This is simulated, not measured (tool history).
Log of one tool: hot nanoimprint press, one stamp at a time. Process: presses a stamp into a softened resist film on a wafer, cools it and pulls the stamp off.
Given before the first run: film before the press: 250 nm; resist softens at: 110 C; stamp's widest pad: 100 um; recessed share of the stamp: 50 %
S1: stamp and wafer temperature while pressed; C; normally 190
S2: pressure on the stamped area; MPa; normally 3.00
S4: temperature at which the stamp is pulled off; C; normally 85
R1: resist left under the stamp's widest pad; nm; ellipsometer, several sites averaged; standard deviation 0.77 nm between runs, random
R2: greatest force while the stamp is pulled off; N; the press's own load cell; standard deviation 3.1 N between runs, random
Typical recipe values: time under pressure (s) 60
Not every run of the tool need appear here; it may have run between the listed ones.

run 1 hour=0.0 | S1=190 S2=3.00 time_under_pressure_(s)=60 S4=85 | R1=144.9 R2=179
run 2 hour=14.5 | S1=190 S2=2.05 time_under_pressure_(s)=60 S4=85 | R1=164.5 R2=181
run 3 hour=25.8 | S1=190 S2=3.00 time_under_pressure_(s)=60 S4=85 | R1=144.3 R2=186
run 4 hour=45.1 | S1=190 S2=3.00 time_under_pressure_(s)=33 S4=85 | R1=172.1 R2=181
run 5 hour=55.8 | S1=190 S2=3.00 time_under_pressure_(s)=60 S4=85 | R1=144.3 R2=191
run 6 hour=65.2 | S1=190 S2=3.67 time_under_pressure_(s)=60 S4=85 | R1=134.1 R2=191
run 7 hour=85.1 | S1=190 S2=3.67 time_under_pressure_(s)=30 S4=88 | R1=166.9 R2=195
run 8 hour=105.4 | S1=190 S2=3.00 time_under_pressure_(s)=31 S4=79 | R1=176.5 R2=204
run 9 hour=116.8 | S1=185 S2=3.00 time_under_pressure_(s)=31 S4=79 | R1=193.0 R2=213
run 10 hour=135.1 | S1=185 S2=3.00 time_under_pressure_(s)=31 S4=79 | R1=192.9 R2=214
run 11 hour=146.1 | S1=185 S2=3.00 time_under_pressure_(s)=31 S4=79 | R1=193.4 R2=214
run 12 hour=162.7 | S1=196 S2=3.00 time_under_pressure_(s)=31 S4=79 | R1=148.6 R2=227

What if the next run were any one of these 5? Each begins from the tool's condition after run 12:
-- hour=181.7 stamp cleaned and given a new release coat
run A hour=181.7 | S1=190 S2=3.00 time_under_pressure_(s)=60 S4=90 | R1=? R2=?
-- hour=181.7 stamp cleaned and given a new release coat
run B hour=181.7 | S1=190 S2=2.10 time_under_pressure_(s)=37 S4=91 | R1=? R2=?
-- hour=181.7 stamp cleaned and given a new release coat
run C hour=181.7 | S1=200 S2=4.38 time_under_pressure_(s)=31 S4=79 | R1=? R2=?
-- hour=181.7 stamp cleaned and given a new release coat
run D hour=181.7 | S1=200 S2=3.28 time_under_pressure_(s)=31 S4=73 | R1=? R2=?
-- hour=181.7 stamp cleaned and given a new release coat
run E hour=181.7 | S1=190 S2=3.00 time_under_pressure_(s)=60 S4=70 | R1=? R2=?

run=A R1=144.7 R2=137
run=B R1=184.3 R2=143
run=C R1=116.9 R2=151
run=D R1=131.2 R2=160
run=E R1=143.8 R2=165
Without the tool's hidden state the same runs would have given:
run=A R1=150.3 R2=138
run=B R1=189.4 R2=144
run=C R1=121.3 R2=153
run=D R1=136.0 R2=162
run=E R1=149.4 R2=167

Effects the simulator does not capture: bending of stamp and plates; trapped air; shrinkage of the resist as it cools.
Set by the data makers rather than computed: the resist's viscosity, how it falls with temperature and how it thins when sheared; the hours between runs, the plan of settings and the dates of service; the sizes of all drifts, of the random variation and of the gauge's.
